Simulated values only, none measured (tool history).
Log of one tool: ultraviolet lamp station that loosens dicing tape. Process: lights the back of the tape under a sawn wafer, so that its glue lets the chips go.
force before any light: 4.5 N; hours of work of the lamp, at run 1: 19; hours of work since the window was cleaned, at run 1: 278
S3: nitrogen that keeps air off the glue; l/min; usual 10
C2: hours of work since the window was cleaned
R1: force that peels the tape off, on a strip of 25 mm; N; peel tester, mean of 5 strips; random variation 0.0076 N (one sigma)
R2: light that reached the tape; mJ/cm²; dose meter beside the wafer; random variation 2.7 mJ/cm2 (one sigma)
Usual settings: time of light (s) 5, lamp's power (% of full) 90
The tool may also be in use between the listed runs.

Run 1, hour 0: usual settings; hours of work of the lamp 19; C2 278. Result: R1 0.277 N, R2 360 mJ/cm².
Run 2, hour 9.2: usual settings; hours of work of the lamp 23; C2 282. Result: R1 0.288 N, R2 361 mJ/cm².
Run 3, hour 20.7: usual settings; hours of work of the lamp 29; C2 287. Result: R1 0.288 N, R2 359 mJ/cm².
Run 4, hour 28.6: usual settings but time of light (s) 6; hours of work of the lamp 33; C2 291. Result: R1 0.242 N, R2 430 mJ/cm².
Run 5, hour 45.7: usual settings but time of light (s) 6; hours of work of the lamp 41; C2 299. Result: R1 0.256 N, R2 429 mJ/cm².
Run 6, hour 56.2: usual settings but time of light (s) 6; hours of work of the lamp 46; C2 304. Result: R1 0.266 N, R2 431 mJ/cm².
Run 7, hour 70: usual settings; hours of work of the lamp 52; C2 311. Result: R1 0.278 N, R2 358 mJ/cm².
Run 8, hour 79.1: usual settings; hours of work of the lamp 56; C2 315. Result: R1 0.281 N, R2 360 mJ/cm².
Run 9, hour 96.1: usual settings; hours of work of the lamp 65; C2 323. Result: R1 0.279 N, R2 359 mJ/cm².
Run 10, hour 104.3: usual settings but lamp's power (% of full) 92; hours of work of the lamp 68; C2 327. Result: R1 0.273 N, R2 369 mJ/cm².
Run 11, hour 116.6: usual settings but lamp's power (% of full) 92; hours of work of the lamp 74; C2 333. Result: R1 0.27 N, R2 365 mJ/cm².
Run 12, hour 131.2: usual settings but lamp's power (% of full) 92; hours of work of the lamp 81; C2 340. Result: R1 0.278 N, R2 368 mJ/cm².
At hour 140.4: window cleaned of glue's vapour.
Run 13, hour 147: usual settings but lamp's power (% of full) 92; hours of work of the lamp 88; C2 3. Result: R1 0.293 N, R2 369 mJ/cm².
Run 14, hour 159.9: usual settings but lamp's power (% of full) 92; hours of work of the lamp 95; C2 9. Result: R1 0.286 N, R2 372 mJ/cm².
Run 15, hour 167.7: usual settings but lamp's power (% of full) 92; hours of work of the lamp 98; C2 13. Result: R1 0.289 N, R2 368 mJ/cm².
Run 16, hour 185.7: usual settings but lamp's power (% of full) 92; hours of work of the lamp 107; C2 21. Result: R1 0.281 N, R2 363 mJ/cm².
Run 17, hour 201.9: usual settings but time of light (s) 8, lamp's power (% of full) 64; hours of work of the lamp 114; C2 29. Result: R1 0.261 N, R2 410 mJ/cm².
Run 18, hour 212.1: usual settings but time of light (s) 8, lamp's power (% of full) 64; hours of work of the lamp 119; C2 34. Result: R1 0.26 N, R2 409 mJ/cm².
Run 19, hour 224: usual settings but time of light (s) 4, lamp's power (% of full) 91; hours of work of the lamp 125; C2 40. Result: R1 0.365 N, R2 288 mJ/cm².
Run 20, hour 240.8: usual settings but time of light (s) 4, lamp's power (% of full) 91; hours of work of the lamp 133; C2 48. Result: R1 0.37 N, R2 292 mJ/cm².
Run 21, hour 252.4: usual settings but lamp's power (% of full) 97, S3 16 l/min; hours of work of the lamp 138; C2 53. Result: R1 0.257 N, R2 389 mJ/cm².
Run 22, hour 261.7: usual settings but lamp's power (% of full) 86; hours of work of the lamp 143; C2 57. Result: R1 0.299 N, R2 347 mJ/cm².
Run 23, hour 270.9: usual settings but lamp's power (% of full) 86; hours of work of the lamp 147; C2 62. Result: R1 0.294 N, R2 346 mJ/cm².
Run 24, hour 283.5: usual settings but S3 8 l/min; hours of work of the lamp 153; C2 68. Result: R1 0.301 N, R2 361 mJ/cm².
Run 25, hour 295.7: usual settings but time of light (s) 4, S3 4 l/min; hours of work of the lamp 159; C2 74. Result: R1 0.479 N, R2 286 mJ/cm².
Run 26, hour 312.9: usual settings but time of light (s) 4, S3 4 l/min; hours of work of the lamp 167; C2 82. Result: R1 0.487 N, R2 290 mJ/cm².
Run 27, hour 321.5: usual settings but time of light (s) 4, S3 4 l/min; hours of work of the lamp 171; C2 86. Result: R1 0.481 N, R2 287 mJ/cm².
Run 28, hour 329.9: usual settings but time of light (s) 4, S3 4 l/min; hours of work of the lamp 175; C2 90. Result: R1 0.483 N, R2 289 mJ/cm².
Run 29, hour 346.2: usual settings but time of light (s) 4, lamp's power (% of full) 65, S3 4 l/min; hours of work of the lamp 183; C2 97. Result: R1 0.788 N, R2 207 mJ/cm².
Run 30, hour 356.7: usual settings but time of light (s) 4, lamp's power (% of full) 65, S3 4 l/min; hours of work of the lamp 188; C2 102. Result: R1 0.818 N, R2 206 mJ/cm².
Run 31, hour 367.6: usual settings but time of light (s) 4, lamp's power (% of full) 61, S3 5 l/min; hours of work of the lamp 193; C2 108. Result: R1 0.818 N, R2 190 mJ/cm².
Run 32, hour 378.1: usual settings but time of light (s) 4, lamp's power (% of full) 61, S3 5 l/min; hours of work of the lamp 198; C2 113. Result: R1 0.779 N, R2 194 mJ/cm².

Forecast each of these 4 alternatives for the next run:
Run A, hour 391.8: usual settings but time of light (s) 4, lamp's power (% of full) 64, S3 5 l/min; hours of work of the lamp 204; C2 119. Result: R1 ?, R2 ?.
Run B, hour 391.8: usual settings but time of light (s) 4, lamp's power (% of full) 61, S3 9 l/min; hours of work of the lamp 204; C2 119. Result: R1 ?, R2 ?.
Run C, hour 391.8: usual settings but time of light (s) 4, lamp's power (% of full) 61, S3 8 l/min; hours of work of the lamp 204; C2 119. Result: R1 ?, R2 ?.
Run D, hour 391.8: usual settings but lamp's power (% of full) 95; hours of work of the lamp 204; C2 119. Result: R1 ?, R2 ?.

run     R1   R2
  A  0.775  203
  B  0.673  193
  C  0.701  194
  D  0.272  379
Without the tool's hidden state the same runs would have given:
run     R1   R2
  A  0.773  204
  B  0.671  193
  C  0.699  194
  D  0.272  380

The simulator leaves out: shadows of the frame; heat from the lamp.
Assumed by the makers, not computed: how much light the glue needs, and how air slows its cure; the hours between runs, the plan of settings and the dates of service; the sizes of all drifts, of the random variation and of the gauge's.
